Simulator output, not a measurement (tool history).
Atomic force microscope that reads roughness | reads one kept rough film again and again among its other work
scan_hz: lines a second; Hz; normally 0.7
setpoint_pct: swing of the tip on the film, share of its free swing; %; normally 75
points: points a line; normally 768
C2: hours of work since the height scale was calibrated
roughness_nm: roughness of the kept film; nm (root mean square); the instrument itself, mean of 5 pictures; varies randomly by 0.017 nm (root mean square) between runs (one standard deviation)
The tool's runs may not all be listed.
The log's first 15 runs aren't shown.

run 16 hour=106.1 | scan_hz=0.7 setpoint_pct=75 points=768 | pictures_with_this_tip=201 C2=266 | roughness_nm=3.8
run 17 hour=111.8 | scan_hz=0.7 setpoint_pct=75 points=768 | pictures_with_this_tip=208 C2=270 | roughness_nm=3.778
run 18 hour=116.1 | scan_hz=0.7 setpoint_pct=75 points=768 | pictures_with_this_tip=213 C2=273 | roughness_nm=3.76
run 19 hour=120.8 | scan_hz=0.7 setpoint_pct=75 points=768 | pictures_with_this_tip=218 C2=276 | roughness_nm=3.742
run 20 hour=129.8 | scan_hz=1.343 setpoint_pct=56 points=768 | pictures_with_this_tip=229 C2=281 | roughness_nm=3.737
run 21 hour=135.5 | scan_hz=1.343 setpoint_pct=56 points=768 | pictures_with_this_tip=235 C2=285 | roughness_nm=3.769
run 22 hour=139.8 | scan_hz=1.343 setpoint_pct=56 points=768 | pictures_with_this_tip=240 C2=288 | roughness_nm=3.727
-- hour=141 new tip fitted
run 23 hour=149.7 | scan_hz=2.522 setpoint_pct=73 points=740 | pictures_with_this_tip=10 C2=294 | roughness_nm=3.963
run 24 hour=157.4 | scan_hz=0.7 setpoint_pct=84 points=871 | pictures_with_this_tip=19 C2=299 | roughness_nm=4.081
-- hour=158.9 height scale calibrated on a step standard
run 25 hour=162.9 | scan_hz=0.895 setpoint_pct=84 points=555 | pictures_with_this_tip=24 C2=3 | roughness_nm=4.038
run 26 hour=170.8 | scan_hz=0.895 setpoint_pct=84 points=555 | pictures_with_this_tip=33 C2=8 | roughness_nm=4.024
run 27 hour=177.2 | scan_hz=0.969 setpoint_pct=75 points=768 | pictures_with_this_tip=41 C2=12 | roughness_nm=4.029
run 28 hour=182.5 | scan_hz=2.7 setpoint_pct=62 points=768 | pictures_with_this_tip=47 C2=15 | roughness_nm=3.967
run 29 hour=189.3 | scan_hz=0.7 setpoint_pct=68 points=322 | pictures_with_this_tip=55 C2=20 | roughness_nm=4.075
run 30 hour=199.1 | scan_hz=0.607 setpoint_pct=58 points=292 | pictures_with_this_tip=66 C2=26 | roughness_nm=4.063
-- hour=203.3 height scale calibrated on a step standard, once more
run 31 hour=205.4 | scan_hz=2.931 setpoint_pct=77 points=292 | pictures_with_this_tip=72 C2=1 | roughness_nm=3.722
run 32 hour=215.2 | scan_hz=2.931 setpoint_pct=77 points=292 | pictures_with_this_tip=84 C2=8 | roughness_nm=3.676
run 33 hour=224 | scan_hz=2.931 setpoint_pct=77 points=292 | pictures_with_this_tip=94 C2=13 | roughness_nm=3.651
run 34 hour=229.1 | scan_hz=2.931 setpoint_pct=77 points=292 | pictures_with_this_tip=100 C2=16 | roughness_nm=3.666
run 35 hour=235.3 | scan_hz=2.931 setpoint_pct=77 points=292 | pictures_with_this_tip=107 C2=20 | roughness_nm=3.607
run 36 hour=245.2 | scan_hz=0.7 setpoint_pct=56 points=304 | pictures_with_this_tip=118 C2=27 | roughness_nm=4.032
run 37 hour=252.4 | scan_hz=1.844 setpoint_pct=75 points=814 | pictures_with_this_tip=127 C2=31 | roughness_nm=3.767
run 38 hour=257.6 | scan_hz=3.001 setpoint_pct=67 points=756 | pictures_with_this_tip=133 C2=35 | roughness_nm=3.788

Predict each of these 4 candidate next runs independently; none follows another, all start after run 38:
run A hour=266.5 | scan_hz=2.771 setpoint_pct=74 points=756 | pictures_with_this_tip=143 C2=41 | roughness_nm=?
run B hour=266.5 | scan_hz=0.526 setpoint_pct=66 points=768 | pictures_with_this_tip=143 C2=41 | roughness_nm=?
run C hour=266.5 | scan_hz=1.257 setpoint_pct=67 points=405 | pictures_with_this_tip=143 C2=41 | roughness_nm=?
run D hour=266.5 | scan_hz=1.044 setpoint_pct=75 points=768 | pictures_with_this_tip=143 C2=41 | roughness_nm=?

run=A roughness_nm=3.655
run=B roughness_nm=3.985
run=C roughness_nm=3.899
run=D roughness_nm=3.854
Stripped of hidden state, with their random variation kept, the same runs would have yielded:
run=A roughness_nm=3.941
run=B roughness_nm=4.297
run=C roughness_nm=4.204
run=D roughness_nm=4.156

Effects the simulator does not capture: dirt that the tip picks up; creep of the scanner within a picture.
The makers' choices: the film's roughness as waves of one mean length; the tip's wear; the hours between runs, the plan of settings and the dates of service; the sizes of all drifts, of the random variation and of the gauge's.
